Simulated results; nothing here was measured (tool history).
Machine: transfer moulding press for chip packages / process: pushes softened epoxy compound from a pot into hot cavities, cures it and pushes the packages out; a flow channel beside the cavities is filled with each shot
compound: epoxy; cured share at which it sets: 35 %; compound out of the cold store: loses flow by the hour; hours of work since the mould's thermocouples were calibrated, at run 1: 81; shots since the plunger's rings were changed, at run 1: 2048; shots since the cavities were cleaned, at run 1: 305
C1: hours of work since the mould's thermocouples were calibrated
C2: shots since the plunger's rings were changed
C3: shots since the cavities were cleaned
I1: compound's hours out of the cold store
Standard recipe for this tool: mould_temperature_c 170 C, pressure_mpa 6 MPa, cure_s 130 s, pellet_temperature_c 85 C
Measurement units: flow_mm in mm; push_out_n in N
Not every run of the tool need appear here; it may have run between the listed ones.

{"run": 1, "day": 0.0, "mould_temperature_c": 170, "pressure_mpa": 6, "cure_s": 130, "pellet_temperature_c": 85, "C1": 81, "C2": 2048, "C3": 305, "I1": 17.1, "flow_mm": 698, "push_out_n": 734}
{"run": 2, "day": 0.462, "mould_temperature_c": 170, "pressure_mpa": 6, "cure_s": 130, "pellet_temperature_c": 85, "C1": 88, "C2": 2155, "C3": 412, "I1": 39.8, "flow_mm": 643, "push_out_n": 733}
{"run": 3, "day": 0.988, "mould_temperature_c": 170, "pressure_mpa": 6, "cure_s": 130, "pellet_temperature_c": 85, "C1": 96, "C2": 2275, "C3": 532, "I1": 15.9, "flow_mm": 701, "push_out_n": 817}
{"run": 4, "day": 1.308, "mould_temperature_c": 170, "pressure_mpa": 6, "cure_s": 130, "pellet_temperature_c": 85, "C1": 101, "C2": 2349, "C3": 606, "I1": 13.2, "flow_mm": 709, "push_out_n": 809}
{"run": 5, "day": 1.892, "mould_temperature_c": 170, "pressure_mpa": 6, "cure_s": 130, "pellet_temperature_c": 85, "C1": 110, "C2": 2483, "C3": 740, "I1": 29.7, "flow_mm": 670, "push_out_n": 834}
{"run": 6, "day": 2.208, "mould_temperature_c": 170, "pressure_mpa": 6, "cure_s": 130, "pellet_temperature_c": 85, "C1": 114, "C2": 2556, "C3": 813, "I1": 47.2, "flow_mm": 614, "push_out_n": 834}
{"day": 2.558, "done": "cavities cleaned with cleaning compound and waxed"}
{"run": 7, "day": 2.558, "mould_temperature_c": 170, "pressure_mpa": 6, "cure_s": 130, "pellet_temperature_c": 85, "C1": 119, "C2": 2622, "C3": 0, "I1": 39.5, "flow_mm": 649, "push_out_n": 534}
{"run": 8, "day": 3.162, "mould_temperature_c": 170, "pressure_mpa": 6, "cure_s": 130, "pellet_temperature_c": 85, "C1": 128, "C2": 2762, "C3": 140, "I1": 28.1, "flow_mm": 672, "push_out_n": 641}
{"run": 9, "day": 3.442, "mould_temperature_c": 170, "pressure_mpa": 6, "cure_s": 130, "pellet_temperature_c": 80, "C1": 132, "C2": 2826, "C3": 204, "I1": 17.1, "flow_mm": 686, "push_out_n": 706}
{"day": 3.571, "done": "mould's thermocouples calibrated"}
{"run": 10, "day": 3.842, "mould_temperature_c": 170, "pressure_mpa": 6, "cure_s": 130, "pellet_temperature_c": 80, "C1": 4, "C2": 2900, "C3": 278, "I1": 28.8, "flow_mm": 664, "push_out_n": 680}
{"run": 11, "day": 4.162, "mould_temperature_c": 170, "pressure_mpa": 6, "cure_s": 130, "pellet_temperature_c": 80, "C1": 9, "C2": 2973, "C3": 351, "I1": 37.8, "flow_mm": 633, "push_out_n": 713}
{"run": 12, "day": 4.629, "mould_temperature_c": 170, "pressure_mpa": 6, "cure_s": 130, "pellet_temperature_c": 80, "C1": 16, "C2": 3080, "C3": 458, "I1": 25, "flow_mm": 670, "push_out_n": 769}
{"run": 13, "day": 4.917, "mould_temperature_c": 170, "pressure_mpa": 6, "cure_s": 130, "pellet_temperature_c": 80, "C1": 20, "C2": 3147, "C3": 525, "I1": 38.3, "flow_mm": 617, "push_out_n": 769}
{"run": 14, "day": 5.238, "mould_temperature_c": 170, "pressure_mpa": 6, "cure_s": 130, "pellet_temperature_c": 80, "C1": 25, "C2": 3220, "C3": 598, "I1": 15.9, "flow_mm": 681, "push_out_n": 794}
{"run": 15, "day": 5.6, "mould_temperature_c": 175, "pressure_mpa": 5.24, "cure_s": 130, "pellet_temperature_c": 88, "C1": 31, "C2": 3305, "C3": 683, "I1": 29.9, "flow_mm": 585, "push_out_n": 704}
{"run": 16, "day": 6.112, "mould_temperature_c": 174, "pressure_mpa": 5.8, "cure_s": 130, "pellet_temperature_c": 88, "C1": 38, "C2": 3422, "C3": 800, "I1": 33.4, "flow_mm": 623, "push_out_n": 730}
{"day": 6.367, "done": "mould's thermocouples calibrated, once more"}
{"day": 6.625, "done": "cavities cleaned with cleaning compound and waxed"}
{"run": 17, "day": 6.779, "mould_temperature_c": 170, "pressure_mpa": 5.57, "cure_s": 132, "pellet_temperature_c": 85, "C1": 5, "C2": 3542, "C3": 35, "I1": 15.4, "flow_mm": 657, "push_out_n": 553}
{"run": 18, "day": 7.346, "mould_temperature_c": 170, "pressure_mpa": 4.65, "cure_s": 130, "pellet_temperature_c": 89, "C1": 14, "C2": 3673, "C3": 166, "I1": 18.5, "flow_mm": 598, "push_out_n": 612}
{"run": 19, "day": 7.629, "mould_temperature_c": 170, "pressure_mpa": 4.65, "cure_s": 130, "pellet_temperature_c": 89, "C1": 18, "C2": 3738, "C3": 231, "I1": 31.6, "flow_mm": 565, "push_out_n": 649}
{"run": 20, "day": 8.125, "mould_temperature_c": 170, "pressure_mpa": 4.65, "cure_s": 130, "pellet_temperature_c": 89, "C1": 26, "C2": 3853, "C3": 346, "I1": 41.4, "flow_mm": 536, "push_out_n": 730}
{"run": 21, "day": 8.588, "mould_temperature_c": 170, "pressure_mpa": 4.64, "cure_s": 130, "pellet_temperature_c": 85, "C1": 33, "C2": 3959, "C3": 452, "I1": 39.5, "flow_mm": 534, "push_out_n": 752}
{"run": 22, "day": 8.842, "mould_temperature_c": 170, "pressure_mpa": 4.64, "cure_s": 135, "pellet_temperature_c": 85, "C1": 36, "C2": 4017, "C3": 510, "I1": 47, "flow_mm": 523, "push_out_n": 734}
{"run": 23, "day": 9.171, "mould_temperature_c": 170, "pressure_mpa": 4.64, "cure_s": 135, "pellet_temperature_c": 85, "C1": 41, "C2": 4094, "C3": 587, "I1": 21, "flow_mm": 586, "push_out_n": 778}
{"run": 24, "day": 9.742, "mould_temperature_c": 176, "pressure_mpa": 4.7, "cure_s": 148, "pellet_temperature_c": 85, "C1": 50, "C2": 4225, "C3": 718, "I1": 12.2, "flow_mm": 591, "push_out_n": 686}
{"run": 25, "day": 10.096, "mould_temperature_c": 167, "pressure_mpa": 5.12, "cure_s": 150, "pellet_temperature_c": 85, "C1": 55, "C2": 4307, "C3": 800, "I1": 20.7, "flow_mm": 622, "push_out_n": 811}
{"run": 26, "day": 10.433, "mould_temperature_c": 163, "pressure_mpa": 6, "cure_s": 130, "pellet_temperature_c": 84, "C1": 60, "C2": 4384, "C3": 877, "I1": 32.7, "flow_mm": 651, "push_out_n": 1322}
{"day": 10.55, "done": "cavities cleaned with cleaning compound and waxed"}
{"run": 27, "day": 11.046, "mould_temperature_c": 170, "pressure_mpa": 5.33, "cure_s": 130, "pellet_temperature_c": 85, "C1": 69, "C2": 4512, "C3": 116, "I1": 39, "flow_mm": 580, "push_out_n": 588}

What does the tool deliver on the next run?
{"run": 28, "day": 11.388, "mould_temperature_c": 170, "pressure_mpa": 7.29, "cure_s": 130, "pellet_temperature_c": 90, "C1": 74, "C2": 4590, "C3": 194, "I1": 9.8, "flow_mm": "?", "push_out_n": "?"}

Run 28 yielded flow_mm 760 mm, push_out_n 651 N.
With the hidden condition absent and the run-to-run variation left alone, this run would have shown flow_mm 842 mm, push_out_n 530 N.
